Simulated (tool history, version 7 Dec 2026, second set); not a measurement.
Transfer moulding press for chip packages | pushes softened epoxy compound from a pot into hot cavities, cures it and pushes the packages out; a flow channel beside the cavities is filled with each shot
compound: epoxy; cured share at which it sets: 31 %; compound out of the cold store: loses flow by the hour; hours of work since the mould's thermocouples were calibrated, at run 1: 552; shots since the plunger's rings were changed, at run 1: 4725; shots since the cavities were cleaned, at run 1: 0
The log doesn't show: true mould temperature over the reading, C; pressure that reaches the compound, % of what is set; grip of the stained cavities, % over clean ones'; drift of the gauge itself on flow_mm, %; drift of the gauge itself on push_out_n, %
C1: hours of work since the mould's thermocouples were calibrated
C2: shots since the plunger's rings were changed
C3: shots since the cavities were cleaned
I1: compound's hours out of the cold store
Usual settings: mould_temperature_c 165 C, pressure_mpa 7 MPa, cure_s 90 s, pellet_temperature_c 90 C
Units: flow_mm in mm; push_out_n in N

run 1 day=0 | mould_temperature_c=165 pressure_mpa=7 cure_s=90 pellet_temperature_c=90 | C1=552 C2=4725 C3=0 | I1=15 | flow_mm=674 push_out_n=300
run 2 day=0.942 | mould_temperature_c=165 pressure_mpa=7.67 cure_s=90 pellet_temperature_c=90 | C1=566 C2=5007 C3=282 | I1=44 | flow_mm=611 push_out_n=371
run 3 day=2.05 | mould_temperature_c=165 pressure_mpa=5.81 cure_s=90 pellet_temperature_c=90 | C1=582 C2=5339 C3=614 | I1=44.3 | flow_mm=529 push_out_n=411
-- day=2.7 plunger's sealing rings changed
run 4 day=2.988 | mould_temperature_c=162 pressure_mpa=5.81 cure_s=90 pellet_temperature_c=90 | C1=595 C2=86 C3=864 | I1=29.5 | flow_mm=603 push_out_n=549
-- day=3.358 cavities cleaned with cleaning compound and waxed
run 5 day=3.929 | mould_temperature_c=165 pressure_mpa=7 cure_s=90 pellet_temperature_c=90 | C1=608 C2=350 C3=171 | I1=39.9 | flow_mm=617 push_out_n=338
run 6 day=4.983 | mould_temperature_c=165 pressure_mpa=7 cure_s=90 pellet_temperature_c=90 | C1=623 C2=666 C3=487 | I1=19.8 | flow_mm=678 push_out_n=418
run 7 day=6.242 | mould_temperature_c=165 pressure_mpa=7 cure_s=90 pellet_temperature_c=90 | C1=642 C2=1043 C3=864 | I1=22.2 | flow_mm=669 push_out_n=476
-- day=6.625 cavities cleaned with cleaning compound and waxed
run 8 day=7.346 | mould_temperature_c=165 pressure_mpa=7 cure_s=90 pellet_temperature_c=90 | C1=657 C2=1355 C3=216 | I1=47.2 | flow_mm=591 push_out_n=340
run 9 day=8.562 | mould_temperature_c=165 pressure_mpa=7 cure_s=90 pellet_temperature_c=90 | C1=675 C2=1720 C3=581 | I1=28.4 | flow_mm=644 push_out_n=421
-- day=8.717 mould's thermocouples calibrated
run 10 day=9.442 | mould_temperature_c=165 pressure_mpa=8.34 cure_s=90 pellet_temperature_c=90 | C1=11 C2=1958 C3=819 | I1=42.8 | flow_mm=655 push_out_n=423
-- day=9.967 cavities cleaned with cleaning compound and waxed
run 11 day=10.092 | mould_temperature_c=165 pressure_mpa=8.34 cure_s=90 pellet_temperature_c=90 | C1=19 C2=2134 C3=38 | I1=34.3 | flow_mm=681 push_out_n=293
run 12 day=10.896 | mould_temperature_c=165 pressure_mpa=8.34 cure_s=90 pellet_temperature_c=90 | C1=31 C2=2375 C3=279 | I1=45 | flow_mm=648 push_out_n=367
run 13 day=11.746 | mould_temperature_c=165 pressure_mpa=8.34 cure_s=90 pellet_temperature_c=90 | C1=44 C2=2630 C3=534 | I1=38.7 | flow_mm=665 push_out_n=422
run 14 day=12.688 | mould_temperature_c=165 pressure_mpa=8.34 cure_s=90 pellet_temperature_c=90 | C1=58 C2=2913 C3=817 | I1=18.3 | flow_mm=734 push_out_n=478
-- day=13.258 cavities cleaned with cleaning compound and waxed
-- day=14.012 mould's thermocouples calibrated, once more
run 15 day=14.025 | mould_temperature_c=166 pressure_mpa=5.38 cure_s=97 pellet_temperature_c=92 | C1=0 C2=3270 C3=205 | I1=24.1 | flow_mm=564 push_out_n=300
run 16 day=15.188 | mould_temperature_c=166 pressure_mpa=5.38 cure_s=97 pellet_temperature_c=92 | C1=17 C2=3617 C3=552 | I1=12.4 | flow_mm=595 push_out_n=376
-- day=16.575 cavities cleaned with cleaning compound and waxed
run 17 day=16.575 | mould_temperature_c=165 pressure_mpa=5.35 cure_s=74 pellet_temperature_c=90 | C1=37 C2=4015 C3=0 | I1=26.7 | flow_mm=556 push_out_n=411
run 18 day=17.496 | mould_temperature_c=162 pressure_mpa=7.61 cure_s=81 pellet_temperature_c=91 | C1=51 C2=4291 C3=276 | I1=19.6 | flow_mm=693 push_out_n=575
run 19 day=18.708 | mould_temperature_c=162 pressure_mpa=7.61 cure_s=81 pellet_temperature_c=91 | C1=69 C2=4655 C3=640 | I1=12.7 | flow_mm=713 push_out_n=691
run 20 day=19.638 | mould_temperature_c=162 pressure_mpa=7.61 cure_s=81 pellet_temperature_c=91 | C1=82 C2=4933 C3=918 | I1=40.7 | flow_mm=621 push_out_n=620
-- day=19.804 cavities cleaned with cleaning compound and waxed
run 21 day=20.842 | mould_temperature_c=162 pressure_mpa=7.21 cure_s=115 pellet_temperature_c=86 | C1=99 C2=5275 C3=311 | I1=47.8 | flow_mm=584 push_out_n=300
-- day=21.738 plunger's sealing rings changed
run 22 day=21.738 | mould_temperature_c=165 pressure_mpa=7 cure_s=113 pellet_temperature_c=82 | C1=111 C2=0 C3=549 | I1=36.2 | flow_mm=632 push_out_n=318
-- day=23.158 cavities cleaned with cleaning compound and waxed
run 23 day=23.158 | mould_temperature_c=165 pressure_mpa=7 cure_s=113 pellet_temperature_c=82 | C1=131 C2=407 C3=1 | I1=21.9 | flow_mm=674 push_out_n=217
run 24 day=23.975 | mould_temperature_c=171 pressure_mpa=5.71 cure_s=87 pellet_temperature_c=82 | C1=143 C2=651 C3=245 | I1=33.6 | flow_mm=561 push_out_n=298
run 25 day=24.862 | mould_temperature_c=165 pressure_mpa=7 cure_s=77 pellet_temperature_c=91 | C1=156 C2=917 C3=511 | I1=43.2 | flow_mm=604 push_out_n=522
run 26 day=26.258 | mould_temperature_c=165 pressure_mpa=5.3 cure_s=77 pellet_temperature_c=87 | C1=177 C2=1335 C3=929 | I1=31.1 | flow_mm=553 push_out_n=594
-- day=26.417 cavities cleaned with cleaning compound and waxed
run 27 day=27.054 | mould_temperature_c=165 pressure_mpa=8.64 cure_s=90 pellet_temperature_c=90 | C1=188 C2=1555 C3=191 | I1=47.6 | flow_mm=654 push_out_n=331
run 28 day=28.45 | mould_temperature_c=171 pressure_mpa=8.19 cure_s=118 pellet_temperature_c=85 | C1=208 C2=1974 C3=610 | I1=28.3 | flow_mm=679 push_out_n=308

4 ways to go on from here, each from the tool as it stands after run 28. What would each give?
run A day=29.375 | mould_temperature_c=165 pressure_mpa=8.42 cure_s=90 pellet_temperature_c=90 | C1=222 C2=2251 C3=887 | I1=45 | flow_mm=? push_out_n=?
run B day=29.375 | mould_temperature_c=166 pressure_mpa=7 cure_s=86 pellet_temperature_c=90 | C1=222 C2=2251 C3=887 | I1=17.2 | flow_mm=? push_out_n=?
run C day=29.375 | mould_temperature_c=169 pressure_mpa=7.75 cure_s=93 pellet_temperature_c=85 | C1=222 C2=2251 C3=887 | I1=38 | flow_mm=? push_out_n=?
run D day=29.375 | mould_temperature_c=173 pressure_mpa=7 cure_s=90 pellet_temperature_c=91 | C1=222 C2=2251 C3=887 | I1=25.5 | flow_mm=? push_out_n=?

run=A flow_mm=648 push_out_n=440
run=B flow_mm=670 push_out_n=463
run=C flow_mm=635 push_out_n=368
run=D flow_mm=629 push_out_n=331
Without the tool's hidden state the same runs would have given:
run=A flow_mm=661 push_out_n=269
run=B flow_mm=683 push_out_n=280
run=C flow_mm=648 push_out_n=227
run=D flow_mm=642 push_out_n=202

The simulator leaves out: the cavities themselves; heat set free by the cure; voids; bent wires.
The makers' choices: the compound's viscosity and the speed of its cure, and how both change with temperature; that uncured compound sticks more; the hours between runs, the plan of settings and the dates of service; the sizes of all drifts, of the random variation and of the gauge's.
